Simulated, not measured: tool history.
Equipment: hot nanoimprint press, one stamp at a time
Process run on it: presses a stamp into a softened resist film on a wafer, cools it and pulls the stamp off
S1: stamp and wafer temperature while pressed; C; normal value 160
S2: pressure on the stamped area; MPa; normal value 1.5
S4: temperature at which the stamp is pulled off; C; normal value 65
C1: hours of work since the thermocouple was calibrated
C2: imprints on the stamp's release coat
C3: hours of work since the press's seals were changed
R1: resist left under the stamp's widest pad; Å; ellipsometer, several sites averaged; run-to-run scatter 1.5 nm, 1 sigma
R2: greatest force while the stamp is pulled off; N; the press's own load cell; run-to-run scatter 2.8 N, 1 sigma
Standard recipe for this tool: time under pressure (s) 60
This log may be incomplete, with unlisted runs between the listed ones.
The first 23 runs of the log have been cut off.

run 24 hour=178.5 | S1=160 S2=2.11 time_under_pressure_(s)=60 S4=65 | C1=297 C2=820 C3=269 | R1=2019 R2=128
run 25 hour=185.1 | S1=160 S2=2.26 time_under_pressure_(s)=51 S4=65 | C1=301 C2=841 C3=273 | R1=2057 R2=128
run 26 hour=192.5 | S1=160 S2=2.26 time_under_pressure_(s)=51 S4=65 | C1=305 C2=864 C3=278 | R1=2090 R2=130
run 27 hour=196.9 | S1=159 S2=1.48 time_under_pressure_(s)=93 S4=66 | C1=308 C2=878 C3=281 | R1=2024 R2=128
run 28 hour=203.1 | S1=164 S2=1.98 time_under_pressure_(s)=78 S4=51 | C1=312 C2=897 C3=285 | R1=1444 R2=157
run 29 hour=214 | S1=160 S2=1.8 time_under_pressure_(s)=60 S4=65 | C1=319 C2=931 C3=292 | R1=2115 R2=132
run 30 hour=224.1 | S1=160 S2=1.8 time_under_pressure_(s)=60 S4=65 | C1=325 C2=962 C3=298 | R1=2104 R2=134
run 31 hour=234.5 | S1=156 S2=1.5 time_under_pressure_(s)=42 S4=65 | C1=332 C2=995 C3=304 | R1=3125 R2=134

Forecast each of these 3 alternatives for the next run:
run A hour=240.2 | S1=156 S2=1.08 time_under_pressure_(s)=87 S4=65 | C1=335 C2=1013 C3=308 | R1=? R2=?
run B hour=240.2 | S1=156 S2=1.5 time_under_pressure_(s)=32 S4=63 | C1=335 C2=1013 C3=308 | R1=? R2=?
run C hour=240.2 | S1=160 S2=1.5 time_under_pressure_(s)=82 S4=65 | C1=335 C2=1013 C3=308 | R1=? R2=?

run=A R1=2760 R2=136
run=B R1=3402 R2=132
run=C R1=2038 R2=125
Had the tool no hidden state, the same runs would have come out as:
run=A R1=2757 R2=135
run=B R1=3399 R2=132
run=C R1=2035 R2=124
